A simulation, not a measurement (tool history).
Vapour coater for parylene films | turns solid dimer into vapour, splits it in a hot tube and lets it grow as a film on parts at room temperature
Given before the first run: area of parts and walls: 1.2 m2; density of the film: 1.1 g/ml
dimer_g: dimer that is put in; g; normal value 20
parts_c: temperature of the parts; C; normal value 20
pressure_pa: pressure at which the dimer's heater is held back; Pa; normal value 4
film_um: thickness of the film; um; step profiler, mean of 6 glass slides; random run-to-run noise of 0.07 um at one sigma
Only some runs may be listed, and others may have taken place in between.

run,hour,dimer_g,parts_c,pressure_pa,film_um
1,0,20,20,4,8.35
2,45.6,20,20,4,8.27
3,76.4,20,20,5.2,7.79
4,123.9,20,20,5.08,7.69
5,173.5,20,20,5.33,7.51
6,211.2,20,20,5.33,7.45
7,243.4,20,20,5.33,7.33
8,286.1,31,20,4,12.35
9,330.8,31,20,4,12.23
10,380.4,20,20,4,7.76
11,443.8,20,20,4,7.76
12,495.6,20,20,4,7.65
13,538.3,20,20,4,7.51
14,576.2,20,20,4,7.58
15,634.2,20,20,4,7.43
16,664.3,20,20,4,7.34
17,711,20,20,4,7.25
# hour 771.1: trap's valve overhauled
18,771.3,15,20,4,6.13
19,838.8,20,20,4,8.14
20,881.5,11,20,4,4.42
21,940.5,11,20,4,4.35
22,998.2,11,20,4,4.29
23,1033.4,33,29,4,8.88
24,1089.6,33,29,4,8.79
25,1117.7,30,20,4,11.64
# hour 1122.9: table's thermometer calibrated
26,1170.8,16,20,4,6.15
27,1224.4,14,20,4,5.27
28,1288.2,14,21,8.84,4.12
29,1337.7,21,25,2.66,7.11
30,1396.1,21,25,2.66,7.07
# hour 1441.7: table's thermometer calibrated, once more
31,1442.5,20,20,4.24,7.3
32,1474.9,20,20,4.24,7.35
33,1514.8,20,20,4.24,7.19
# hour 1575.8: trap's valve overhauled
34,1579.8,27,23,4.24,9.69
35,1608.3,20,17,3.27,9.92
36,1657.9,8,24,3.87,2.75
37,1698.6,21,22,3.87,7.9
38,1726,30,15,3.87,14.93
39,1786,28,15,2.44,15.61
40,1848.4,15,21,11.37,4.4
41,1884.2,15,21,11.37,4.44
42,1927.4,15,18,7.97,5.31
43,1987.5,21,13,10.57,8.52
44,2031.4,21,20,10.57,6.44

Predict each of these 5 candidate next runs independently; none follows another, all start after run 44:
A,2065.7,11,16,4,?
B,2065.7,20,15,3.34,?
C,2065.7,12,20,10.57,?
D,2065.7,24,23,6.21,?
E,2065.7,8,18,4,?

run,film_um
A,4.92
B,9.79
C,3.58
D,7.25
E,3.36
Had the tool no hidden state, the same runs would have come out as:
run,film_um
A,5.41
B,10.74
C,3.93
D,7.96
E,3.68

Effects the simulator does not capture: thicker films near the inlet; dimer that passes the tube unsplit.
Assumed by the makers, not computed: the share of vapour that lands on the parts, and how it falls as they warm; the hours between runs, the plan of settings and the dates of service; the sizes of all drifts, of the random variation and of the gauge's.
